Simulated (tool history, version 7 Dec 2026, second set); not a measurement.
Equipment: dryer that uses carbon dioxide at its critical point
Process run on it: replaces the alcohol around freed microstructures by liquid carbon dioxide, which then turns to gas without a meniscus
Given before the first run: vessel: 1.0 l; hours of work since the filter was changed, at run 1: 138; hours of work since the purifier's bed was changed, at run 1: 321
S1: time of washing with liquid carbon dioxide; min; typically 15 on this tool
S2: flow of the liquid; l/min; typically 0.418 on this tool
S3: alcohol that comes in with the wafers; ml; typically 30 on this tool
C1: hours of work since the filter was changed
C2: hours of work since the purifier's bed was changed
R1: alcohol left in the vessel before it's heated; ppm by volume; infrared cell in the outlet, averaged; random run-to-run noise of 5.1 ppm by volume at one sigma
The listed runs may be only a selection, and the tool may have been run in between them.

{"run": 1, "hour": 0.0, "S1": 15, "S2": 0.418, "S3": 30, "C1": 138, "C2": 321, "R1": 199}
{"run": 2, "hour": 9.6, "S1": 15, "S2": 0.418, "S3": 30, "C1": 144, "C2": 326, "R1": 204}
{"run": 3, "hour": 19.2, "S1": 15, "S2": 0.418, "S3": 30, "C1": 149, "C2": 332, "R1": 209}
{"run": 4, "hour": 32.2, "S1": 15, "S2": 0.683, "S3": 30, "C1": 157, "C2": 339, "R1": 96}
{"hour": 35.1, "done": "inlet filter changed"}
{"run": 5, "hour": 48.6, "S1": 15, "S2": 0.683, "S3": 30, "C1": 8, "C2": 348, "R1": 99}
{"run": 6, "hour": 58.8, "S1": 23, "S2": 0.418, "S3": 30, "C1": 14, "C2": 354, "R1": 105}
{"run": 7, "hour": 73.0, "S1": 15, "S2": 0.418, "S3": 20, "C1": 22, "C2": 362, "R1": 152}
{"run": 8, "hour": 88.1, "S1": 15, "S2": 0.418, "S3": 20, "C1": 31, "C2": 371, "R1": 148}
{"run": 9, "hour": 101.5, "S1": 15, "S2": 0.418, "S3": 20, "C1": 39, "C2": 379, "R1": 166}
{"run": 10, "hour": 111.9, "S1": 11, "S2": 0.418, "S3": 20, "C1": 45, "C2": 385, "R1": 386}
{"run": 11, "hour": 124.1, "S1": 11, "S2": 0.418, "S3": 20, "C1": 52, "C2": 392, "R1": 379}
{"run": 12, "hour": 135.2, "S1": 11, "S2": 0.418, "S3": 20, "C1": 58, "C2": 398, "R1": 374}
{"run": 13, "hour": 144.6, "S1": 11, "S2": 0.418, "S3": 77, "C1": 63, "C2": 404, "R1": 1203}
{"run": 14, "hour": 155.6, "S1": 15, "S2": 0.418, "S3": 34, "C1": 70, "C2": 410, "R1": 223}
{"run": 15, "hour": 164.7, "S1": 15, "S2": 0.418, "S3": 34, "C1": 75, "C2": 416, "R1": 226}
{"run": 16, "hour": 178.9, "S1": 17, "S2": 0.301, "S3": 91, "C1": 83, "C2": 424, "R1": 944}
{"run": 17, "hour": 190.1, "S1": 17, "S2": 0.301, "S3": 91, "C1": 90, "C2": 430, "R1": 957}
{"run": 18, "hour": 198.5, "S1": 12, "S2": 0.356, "S3": 91, "C1": 95, "C2": 435, "R1": 2000}
{"run": 19, "hour": 205.0, "S1": 23, "S2": 0.418, "S3": 30, "C1": 99, "C2": 439, "R1": 125}
{"run": 20, "hour": 216.2, "S1": 20, "S2": 0.418, "S3": 30, "C1": 105, "C2": 445, "R1": 134}
{"run": 21, "hour": 231.5, "S1": 20, "S2": 0.418, "S3": 30, "C1": 114, "C2": 454, "R1": 131}
{"run": 22, "hour": 243.2, "S1": 18, "S2": 0.418, "S3": 28, "C1": 121, "C2": 461, "R1": 161}
{"run": 23, "hour": 254.2, "S1": 18, "S2": 0.418, "S3": 28, "C1": 127, "C2": 467, "R1": 155}
{"run": 24, "hour": 268.3, "S1": 18, "S2": 0.418, "S3": 28, "C1": 135, "C2": 476, "R1": 178}
{"run": 25, "hour": 275.7, "S1": 15, "S2": 0.4, "S3": 69, "C1": 140, "C2": 480, "R1": 510}
{"run": 26, "hour": 286.8, "S1": 15, "S2": 0.4, "S3": 50, "C1": 146, "C2": 486, "R1": 425}
{"run": 27, "hour": 294.7, "S1": 15, "S2": 0.4, "S3": 50, "C1": 151, "C2": 491, "R1": 415}
{"run": 28, "hour": 305.2, "S1": 14, "S2": 0.427, "S3": 98, "C1": 157, "C2": 497, "R1": 739}

Alternative continuations, all from the tool just after run 28; predict every row:
{"hour": 308.3, "done": "inlet filter changed"}
{"run": "A", "hour": 320.7, "S1": 13, "S2": 0.418, "S3": 30, "C1": 7, "C2": 505, "R1": "?"}
{"hour": 308.3, "done": "inlet filter changed"}
{"run": "B", "hour": 320.7, "S1": 21, "S2": 0.418, "S3": 47, "C1": 7, "C2": 505, "R1": "?"}
{"hour": 308.3, "done": "inlet filter changed"}
{"run": "C", "hour": 320.7, "S1": 15, "S2": 0.339, "S3": 30, "C1": 7, "C2": 505, "R1": "?"}

run=A R1=277
run=B R1=155
run=C R1=343
Stripped of hidden state, with their random variation kept, the same runs would have yielded:
run=A R1=143
run=B R1=23
run=C R1=204
